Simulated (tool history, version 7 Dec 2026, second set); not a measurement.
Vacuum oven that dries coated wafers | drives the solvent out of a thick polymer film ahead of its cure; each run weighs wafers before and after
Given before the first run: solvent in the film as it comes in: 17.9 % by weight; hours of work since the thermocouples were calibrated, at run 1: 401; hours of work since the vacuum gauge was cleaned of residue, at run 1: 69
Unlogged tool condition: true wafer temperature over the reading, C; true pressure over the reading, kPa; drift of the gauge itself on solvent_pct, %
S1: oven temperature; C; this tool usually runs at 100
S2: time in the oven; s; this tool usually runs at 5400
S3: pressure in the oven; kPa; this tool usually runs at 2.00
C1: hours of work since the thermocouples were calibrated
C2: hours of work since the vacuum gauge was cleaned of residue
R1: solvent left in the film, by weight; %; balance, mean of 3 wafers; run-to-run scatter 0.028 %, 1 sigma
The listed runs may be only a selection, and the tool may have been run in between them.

run,hour,S1,S2,S3,C1,C2,R1
1,0.0,100,5400,2.00,401,69,1.95
2,37.4,100,5400,2.00,428,96,2.02
3,80.8,87,5400,2.00,459,128,5.53
4,141.6,103,5400,2.00,503,172,1.40
5,190.4,103,5400,2.00,539,207,1.44
6,246.7,103,5400,2.00,579,248,1.43
# hour 253.3: vacuum gauge cleaned of residue and calibrated
7,310.7,100,4260,2.00,624,41,2.99
8,376.0,100,4260,2.00,672,89,2.98
# hour 393.2: oven's thermocouples calibrated
9,409.3,91,4260,2.00,12,111,5.21
10,472.6,100,5400,1.03,57,157,1.66
11,507.2,100,5400,1.03,83,182,1.63
12,545.6,100,4680,1.86,110,210,2.34
# hour 576.2: vacuum gauge cleaned of residue and calibrated, once more
13,597.8,100,4680,1.86,147,16,2.34
14,642.1,100,4680,1.86,179,48,2.33
15,693.5,100,8820,2.43,216,85,0.94
16,761.6,110,8820,2.43,265,134,0.41

Some steps in R1 between neighbouring runs. How much of each would the tool show without its hidden state too (settings, what came in, random variation), and how much is left for the hidden state, with any gauge scatter that isn't in both results?
Run 3 -> 4: S1 87 -> 103. R1 -4.13 %: hidden state -0.12, all else -4.01.
Run 8 -> 9: S1 100 -> 91, oven's thermocouples calibrated. R1 +2.23 %: hidden state -0.27, all else +2.50.

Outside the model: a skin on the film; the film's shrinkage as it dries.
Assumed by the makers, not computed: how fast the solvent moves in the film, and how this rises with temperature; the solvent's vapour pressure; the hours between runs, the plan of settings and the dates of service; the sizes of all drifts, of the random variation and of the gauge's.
